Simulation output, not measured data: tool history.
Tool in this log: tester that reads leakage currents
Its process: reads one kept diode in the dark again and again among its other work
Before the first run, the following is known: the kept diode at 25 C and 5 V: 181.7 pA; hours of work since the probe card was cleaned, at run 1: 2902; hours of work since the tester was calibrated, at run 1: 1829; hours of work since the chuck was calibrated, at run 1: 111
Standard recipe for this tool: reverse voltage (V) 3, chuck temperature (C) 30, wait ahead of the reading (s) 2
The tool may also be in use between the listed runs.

| run | hour | reverse voltage (V) | chuck temperature (C) | wait ahead of the reading (s) | hours of work since the probe card was cleaned | hours of work since the tester was calibrated | hours of work since the chuck was calibrated | current that the tester gives (pA) |
|---|---|---|---|---|---|---|---|---|
| 1 | 0 | 3 | 30 | 2 | 2902 | 1829 | 111 | 245.37 |
| 2 | 177 | 3 | 30 | 2 | 3005 | 1932 | 213 | 243.91 |
| 3 | 285.4 | 3 | 30 | 2.03 | 3067 | 1995 | 276 | 243.17 |
|  | 376.4 | probe card cleaned and baked |
| 4 | 476.2 | 7.45 | 30 | 2 | 58 | 2103 | 384 | 341.89 |
| 5 | 729.7 | 7.45 | 30 | 2 | 204 | 2250 | 531 | 339.01 |
| 6 | 850.9 | 7.49 | 39 | 0.51 | 275 | 2320 | 601 | 718.16 |
| 7 | 1020.6 | 4.21 | 42 | 2 | 373 | 2418 | 699 | 742.73 |
|  | 1238.3 | probe card cleaned and baked, once more |
| 8 | 1243.1 | 3.44 | 40 | 6.97 | 3 | 2545 | 827 | 571.26 |
| 9 | 1492.2 | 7.69 | 31 | 1.98 | 147 | 2690 | 971 | 349.32 |
| 10 | 1752.2 | 3 | 30 | 0.79 | 297 | 2840 | 1121 | 228.19 |

Each row is a separate what-if for the run after 10, all from the same tool condition, not one after another. Results?
| A | 1948 | 1.32 | 34 | 0.79 | 411 | 2953 | 1234 | ? |
| B | 1948 | 1.42 | 44 | 4.61 | 411 | 2953 | 1234 | ? |
| C | 1948 | 9.16 | 33 | 0.76 | 411 | 2953 | 1234 | ? |
| D | 1948 | 3 | 30 | 1.29 | 411 | 2953 | 1234 | ? |

| run | current that the tester gives (pA) |
|---|---|
| A | 242.6 |
| B | 576.45 |
| C | 436.05 |
| D | 227.64 |
Without the tool's hidden state the same runs would have given:
| run | current that the tester gives (pA) |
|---|---|
| A | 256.15 |
| B | 606.41 |
| C | 458.63 |
| D | 240.33 |
